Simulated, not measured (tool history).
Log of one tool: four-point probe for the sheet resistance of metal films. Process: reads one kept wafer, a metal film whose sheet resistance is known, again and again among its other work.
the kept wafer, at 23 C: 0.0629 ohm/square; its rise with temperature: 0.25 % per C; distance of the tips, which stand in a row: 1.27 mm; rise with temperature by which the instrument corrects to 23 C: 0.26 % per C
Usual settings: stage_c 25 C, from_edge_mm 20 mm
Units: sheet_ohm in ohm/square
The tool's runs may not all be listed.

run	hour	stage_c	from_edge_mm	sheet_ohm
1	0	25	20	0.063742
2	25.7	25	20	0.063749
3	68.7	25	20	0.063764
4	93.4	25	11	0.064081
5	121.4	25	11	0.064088
6	162	25	11	0.064098
7	183.9	26	20	0.063778
8	210.8	26	20	0.063814
9	237.3	26	20	0.06381
10	257.6	25	20	0.063831
11	298.6	25	20	0.063825
12	335.3	25	20	0.063819
13	375.6	25	11	0.064156
14	422.1	25	11	0.064192
15	449.3	27	67	0.063734
16	487.2	27	67	0.063743
# hour 504.6: new probe head fitted
17	509.7	19	6	0.064053
18	551.5	33	16	0.062781
19	587.4	33	16	0.062772
20	611.2	29	5	0.06467
21	630.5	19	17	0.062815
22	667.7	35	9	0.063233
23	694.4	20	9	0.063288
24	715.4	20	9	0.063328
25	739.9	29	10	0.063131
26	772.1	29	33	0.062652

Forecast each of these 3 alternatives for the next run:
A	803.8	25	6	?
B	803.8	21	26	?
C	803.8	20	7	?

run	sheet_ohm
A	0.064144
B	0.062745
C	0.063761
Without the tool's hidden state the same runs would have given:
run	sheet_ohm
A	0.064395
B	0.062991
C	0.064011

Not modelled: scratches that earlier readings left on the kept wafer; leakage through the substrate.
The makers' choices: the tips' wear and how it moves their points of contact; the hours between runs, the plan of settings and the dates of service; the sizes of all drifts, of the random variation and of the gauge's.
